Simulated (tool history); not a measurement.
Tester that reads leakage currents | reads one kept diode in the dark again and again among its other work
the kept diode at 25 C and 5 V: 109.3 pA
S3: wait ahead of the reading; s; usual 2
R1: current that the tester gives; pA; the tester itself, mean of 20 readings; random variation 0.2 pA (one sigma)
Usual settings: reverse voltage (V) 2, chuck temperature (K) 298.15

Run 1, hour 0: usual settings. Result: R1 65.18 pA.
Run 2, hour 32.7: usual settings. Result: R1 65.12 pA.
Run 3, hour 60.2: usual settings. Result: R1 65.35 pA.
Run 4, hour 106.2: usual settings. Result: R1 64.82 pA.
Run 5, hour 145.8: usual settings but S3 4.39 s. Result: R1 64.91 pA.
Run 6, hour 175.5: usual settings but S3 4.39 s. Result: R1 64.65 pA.
Run 7, hour 217.7: usual settings but chuck temperature (K) 311.15. Result: R1 189.81 pA.
Run 8, hour 253: usual settings but chuck temperature (K) 311.15. Result: R1 188.9 pA.
Run 9, hour 274.6: usual settings but chuck temperature (K) 311.15. Result: R1 188.96 pA.
Run 10, hour 320.7: usual settings but chuck temperature (K) 311.15. Result: R1 189.38 pA.
Run 11, hour 362.7: usual settings but reverse voltage (V) 1.86, chuck temperature (K) 311.15. Result: R1 181.85 pA.
Run 12, hour 392.5: usual settings but S3 0.63 s. Result: R1 64.96 pA.
Run 13, hour 420.3: usual settings but S3 5 s. Result: R1 64.35 pA.
Run 14, hour 463.8: usual settings. Result: R1 64.78 pA.
Run 15, hour 513: usual settings. Result: R1 64.43 pA.
Run 16, hour 536.2: usual settings. Result: R1 64.56 pA.
Run 17, hour 567.5: usual settings but reverse voltage (V) 4.27. Result: R1 99.81 pA.
Run 18, hour 611: usual settings but reverse voltage (V) 4.27. Result: R1 99.39 pA.
Run 19, hour 648.3: usual settings but reverse voltage (V) 11.67. Result: R1 178.69 pA.
Run 20, hour 693.5: usual settings but reverse voltage (V) 11.67. Result: R1 178.03 pA.
At hour 737.7: probe card cleaned and baked.
Run 21, hour 737.7: usual settings but reverse voltage (V) 7.8, chuck temperature (K) 307.15, S3 3.95 s. Result: R1 292.29 pA.
Run 22, hour 784.5: usual settings but reverse voltage (V) 15.3, chuck temperature (K) 307.15, S3 3.95 s. Result: R1 429.72 pA.
Run 23, hour 816.3: usual settings but reverse voltage (V) 1.79, S3 6.25 s. Result: R1 59 pA.
Run 24, hour 850.1: usual settings but reverse voltage (V) 1.79, S3 6.25 s. Result: R1 59.23 pA.
Run 25, hour 885.3: usual settings but reverse voltage (V) 1.79, S3 2.82 s. Result: R1 59.34 pA.
Run 26, hour 927: usual settings but reverse voltage (V) 1.98, chuck temperature (K) 329.15, S3 0.33 s. Result: R1 715.2 pA.
At hour 931.2: chuck's temperature calibrated.
Run 27, hour 978: usual settings but reverse voltage (V) 9.29, chuck temperature (K) 304.15, S3 0.33 s. Result: R1 253.41 pA.
Run 28, hour 1025.7: usual settings but reverse voltage (V) 9.29, chuck temperature (K) 294.15, S3 4.37 s. Result: R1 104.07 pA.
Run 29, hour 1049: usual settings but reverse voltage (V) 9.29, chuck temperature (K) 294.15, S3 4.37 s. Result: R1 104.18 pA.
Run 30, hour 1072: usual settings but reverse voltage (V) 1.76, chuck temperature (K) 293.15, S3 0.82 s. Result: R1 37.23 pA.
Run 31, hour 1121.6: usual settings but reverse voltage (V) 2.22. Result: R1 65.03 pA.
Run 32, hour 1167.7: usual settings but reverse voltage (V) 1.36, S3 4.19 s. Result: R1 49.38 pA.
Run 33, hour 1197.1: usual settings but reverse voltage (V) 12.36, S3 1.39 s. Result: R1 176.31 pA.
Run 34, hour 1223.7: usual settings but reverse voltage (V) 16.67, chuck temperature (K) 311.15, S3 1.86 s. Result: R1 605.68 pA.
At hour 1229.2: chuck's temperature calibrated, once more.
Run 35, hour 1266.4: usual settings but reverse voltage (V) 17.19, chuck temperature (K) 296.15, S3 0.62 s. Result: R1 196.02 pA.
Run 36, hour 1292.2: usual settings but chuck temperature (K) 301.15, S3 1.06 s. Result: R1 83.98 pA.
Run 37, hour 1321.4: usual settings but chuck temperature (K) 307.15, S3 8.25 s. Result: R1 137.54 pA.

Hidden state or all else? Some run-to-run changes of R1, split into what the settings, what came in and random variation would give without the hidden state, and what is left for the hidden state (with any gauge scatter that isn't in both results):
The hidden state here: stray current of the dirty probe card, pA a volt; current scale over the true one, %; true chuck temperature over the reading, C; drift of the gauge itself on leakage_pa, %.
Run 25 -> 26: reverse voltage (V) 1.79 -> 1.98, chuck temperature (K) 298.15 -> 329.15, S3 2.82 -> 0.33. R1 +655.86 pA: hidden state -20.14, all else +676.
Run 26 -> 27: reverse voltage (V) 1.98 -> 9.29, chuck temperature (K) 329.15 -> 304.15, chuck's temperature calibrated. R1 -461.79 pA: hidden state +8.27, all else -470.06.
Run 33 -> 34: reverse voltage (V) 12.36 -> 16.67, chuck temperature (K) 298.15 -> 311.15, S3 1.39 -> 1.86. R1 +429.37 pA: hidden state -26.18, all else +455.55.
Run 34 -> 35: reverse voltage (V) 16.67 -> 17.19, chuck temperature (K) 311.15 -> 296.15, S3 1.86 -> 0.62, chuck's temperature calibrated, once more. R1 -409.66 pA: hidden state +38.19, all else -447.85.
